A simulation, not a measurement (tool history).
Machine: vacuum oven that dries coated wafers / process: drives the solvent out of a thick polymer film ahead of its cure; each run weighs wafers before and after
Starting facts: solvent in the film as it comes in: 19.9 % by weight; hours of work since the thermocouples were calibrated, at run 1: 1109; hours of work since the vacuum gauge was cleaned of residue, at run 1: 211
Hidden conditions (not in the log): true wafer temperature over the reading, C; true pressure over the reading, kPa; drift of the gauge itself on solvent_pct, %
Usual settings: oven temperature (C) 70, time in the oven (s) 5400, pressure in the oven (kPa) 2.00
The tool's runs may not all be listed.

run	hour	oven temperature (C)	time in the oven (s)	pressure in the oven (kPa)	hours of work since the thermocouples were calibrated	hours of work since the vacuum gauge was cleaned of residue	solvent left in the film (%)
1	0.0	70	5400	2.00	1109	211	1.93
# hour 54.4: oven's thermocouples calibrated
2	63.2	70	5400	2.00	4	237	1.96
3	130.4	70	5400	2.00	32	266	1.93
4	230.6	70	5400	3.54	75	308	2.37
5	298.0	70	5400	3.54	103	337	2.34
6	368.1	70	5400	3.54	133	367	2.31
7	441.5	82	5400	3.54	164	398	0.60
8	530.4	70	8040	2.06	202	436	0.97
9	602.5	70	8040	2.06	233	466	0.98
10	681.1	64	5400	2.00	266	500	3.93
11	754.7	70	7920	2.00	297	531	0.98

Forecast each of these 4 alternatives for the next run:
A	874.0	70	9720	1.30	348	582	?
B	874.0	78	8460	2.00	348	582	?
C	874.0	61	7920	4.98	348	582	?
D	874.0	70	3480	1.20	348	582	?

run	solvent left in the film (%)
A	0.53
B	0.39
C	4.08
D	3.70
Without the tool's hidden state the same runs would have given:
run	solvent left in the film (%)
A	0.53
B	0.39
C	4.08
D	3.70
